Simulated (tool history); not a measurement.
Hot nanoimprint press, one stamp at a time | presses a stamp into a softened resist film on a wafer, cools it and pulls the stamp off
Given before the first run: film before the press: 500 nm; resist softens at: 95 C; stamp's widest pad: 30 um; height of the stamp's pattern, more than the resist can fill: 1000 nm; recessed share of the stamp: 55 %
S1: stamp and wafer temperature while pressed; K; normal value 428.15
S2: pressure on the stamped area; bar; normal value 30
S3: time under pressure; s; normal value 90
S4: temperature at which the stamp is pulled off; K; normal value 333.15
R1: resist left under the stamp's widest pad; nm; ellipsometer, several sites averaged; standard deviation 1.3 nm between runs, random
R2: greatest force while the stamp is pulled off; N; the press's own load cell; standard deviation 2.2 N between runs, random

run   hour      S1    S2   S3      S4     R1   R2
  1      0  428.15    30   90  333.15    215  167
  2   17.8  428.15    30   90  333.15  215.5  173
  3   29.1  428.15  28.9   90  333.15  217.7  171
  4   52.7  428.15    30   90  333.15  218.1  175
  5   70.5  428.15    30   90  333.15  216.7  175
  6     89  428.15    30   90  333.15  219.8  169
  7  104.1  428.15    30   90  333.15  219.1  174
  8  115.4  428.15    30   90  318.15  218.6  216
  9  136.5  428.15    30   90  318.15  217.7  220
 10    151  428.15    30   90  326.15  220.8  197
 11  172.3  428.15    30   90  326.15  220.9  211
 12  193.8  428.15    30   90  326.15  219.4  211
 13  207.2  428.15    30   90  326.15    220  208
     225.2  -- plate thermocouple calibrated
 14  227.3  428.15    30  124  333.15  178.7  187
 15  243.6  428.15    30  124  336.15  176.5  183
 16  254.2  428.15  23.6  174  333.15  174.8  186
 17  277.2  440.15  23.6  174  333.15   81.6  184
 18  289.3  428.15    30  131  333.15  174.6  196
       303  -- stamp cleaned and given a new release coat
 19  306.9  428.15    30  131  333.15  175.2  100
 20  326.1  431.15  30.4   90  333.15  168.8  102
 21  345.3  431.15  30.4   90  333.15  168.8  104
 22    363  431.15  30.4   90  333.15  168.8  104
 23    377  435.15    30   90  333.15  133.3  110
 24  400.8  428.15    30   60  333.15  240.2  111
 25  413.8  428.15    30   60  333.15  242.5  110
 26  435.5  428.15    30   60  333.15  241.2  113
 27  453.9  428.15    30   60  333.15  244.2  116
 28  468.7  428.15    30   60  333.15  242.2  115
 29  485.2  428.15    30   73  333.15  227.4  118

Each row is a separate what-if for the run after 29, all from the same tool condition, not one after another. Results?
  A  500.8  428.15    30   90  321.15   ?   ?
  B  500.8  421.15    30  143  340.15   ?   ?
  C  500.8  428.15  45.1   73  333.15   ?   ?

run     R1   R2
  A  210.3  139
  B  278.9  108
  C  191.6  118
Without the tool's hidden state the same runs would have given:
run     R1   R2
  A  195.6  116
  B    260   90
  C  176.8   98
